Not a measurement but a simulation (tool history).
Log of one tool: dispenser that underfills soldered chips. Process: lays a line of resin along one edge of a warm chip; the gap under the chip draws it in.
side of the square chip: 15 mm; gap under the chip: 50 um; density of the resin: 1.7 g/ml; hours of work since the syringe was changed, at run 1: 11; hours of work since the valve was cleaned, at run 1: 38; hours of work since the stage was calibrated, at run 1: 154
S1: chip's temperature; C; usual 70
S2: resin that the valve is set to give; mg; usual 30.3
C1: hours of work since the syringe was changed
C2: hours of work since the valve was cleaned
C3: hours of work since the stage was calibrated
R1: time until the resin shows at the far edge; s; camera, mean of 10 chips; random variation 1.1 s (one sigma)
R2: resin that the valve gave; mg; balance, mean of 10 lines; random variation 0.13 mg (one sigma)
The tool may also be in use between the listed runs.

run	hour	S1	S2	C1	C2	C3	R1	R2
1	0.0	70	30.3	11	38	154	171.4	29.87
# hour 0.8: new syringe of resin
2	7.2	70	29.6	5	43	159	133.0	28.71
3	13.5	70	29.6	10	48	164	162.2	28.85
# hour 15.6: new syringe of resin
4	19.0	79	29.6	3	52	168	85.5	28.67
5	25.6	79	29.6	8	57	173	107.8	28.87
# hour 30.3: new syringe of resin
6	33.1	79	29.6	2	62	179	84.9	28.49
7	36.7	70	30.3	5	65	182	132.4	29.16
8	41.1	70	30.3	8	69	185	155.5	29.05
# hour 45.3: new syringe of resin
9	45.5	67	30.3	0	72	188	120.0	29.04
10	48.9	67	30.3	3	74	191	132.6	29.06
11	53.0	67	30.3	6	77	194	154.3	28.85
# hour 58.7: dispensing valve cleaned and set on the balance
12	58.7	67	30.3	10	0	198	181.4	30.32
# hour 61.3: new syringe of resin
13	62.5	67	30.3	1	3	200	123.7	30.09
14	69.5	67	30.3	6	8	206	155.5	29.98
# hour 76.0: new syringe of resin
15	76.7	67	30.3	0	13	211	118.4	29.91
16	83.7	70	30.3	6	19	216	136.2	29.71
# hour 90.4: new syringe of resin
17	91.4	70	30.3	1	24	222	105.3	29.87
18	97.6	70	30.3	5	29	227	130.4	29.66
19	101.0	70	30.3	8	32	229	153.3	29.79
# hour 104.9: new syringe of resin
20	108.0	65	37.2	2	37	235	140.2	36.09
21	112.1	74	37.0	6	40	238	115.0	35.81
# hour 119.6: new syringe of resin
22	119.6	74	37.0	0	46	243	89.2	35.77
23	124.9	74	37.0	4	50	247	102.1	35.84
24	128.6	74	37.0	7	53	250	118.3	35.61
25	132.0	68	27.0	10	55	253	176.8	25.86
# hour 134.4: new syringe of resin
26	138.5	65	32.2	3	60	258	143.7	31.07
27	145.5	72	35.7	9	65	263	142.1	34.13
# hour 149.2: new syringe of resin
28	153.0	75	30.6	3	71	269	98.2	29.16
29	159.8	62	37.3	8	76	274	197.1	35.37
# hour 163.7: new syringe of resin
# hour 167.9: dispensing valve cleaned and set on the balance
30	168.9	62	37.3	3	1	280	158.0	37.00
31	174.7	84	34.7	8	5	284	87.6	34.37
32	178.8	73	33.8	11	8	287	149.2	33.37
# hour 179.6: new syringe of resin
33	184.3	70	33.0	4	12	291	120.9	32.51
34	188.3	70	33.0	7	15	294	138.4	32.76
# hour 194.2: new syringe of resin
35	196.2	74	28.0	2	21	300	97.2	27.64
36	203.6	70	28.6	7	27	306	147.8	28.11
# hour 208.9: new syringe of resin
37	209.5	77	30.3	0	31	310	80.8	29.73

Measured less the same run without the tool's hidden state. The same run-to-run variation is in both; the gauge's scatter may not be:
The hidden state here: resin's viscosity, % of fresh resin's; dose that the valve gives, % of what is set; true chip temperature over the reading, C; drift of the gauge itself on fill_s, %; drift of the gauge itself on given_mg, %.
run	R1	R2
1	+65.7	-0.54
2	+26.6	-0.61
3	+58.5	-0.71
4	+8.8	-0.78
5	+31.6	-0.89
6	+8.2	-0.98
7	+26.9	-1.05
8	+49.8	-1.12
9	+0.8	-1.19
10	+15.8	-1.24
11	+36.8	-1.29
12	+63.7	-0.05
13	+5.0	-0.10
14	+39.4	-0.20
15	+0.7	-0.30
16	+30.8	-0.41
17	+0.8	-0.52
18	+26.2	-0.61
19	+44.9	-0.68
20	+12.2	-0.96
21	+24.0	-1.03
22	-2.5	-1.17
23	+15.0	-1.27
24	+29.7	-1.35
25	+60.5	-1.03
26	+17.0	-1.33
27	+44.2	-1.59
28	+10.8	-1.47
29	+58.1	-1.92
30	+16.3	-0.07
31	+23.7	-0.16
32	+55.0	-0.24
33	+15.4	-0.31
34	+33.8	-0.38
35	+5.9	-0.44
36	+40.8	-0.54
37	-1.5	-0.67
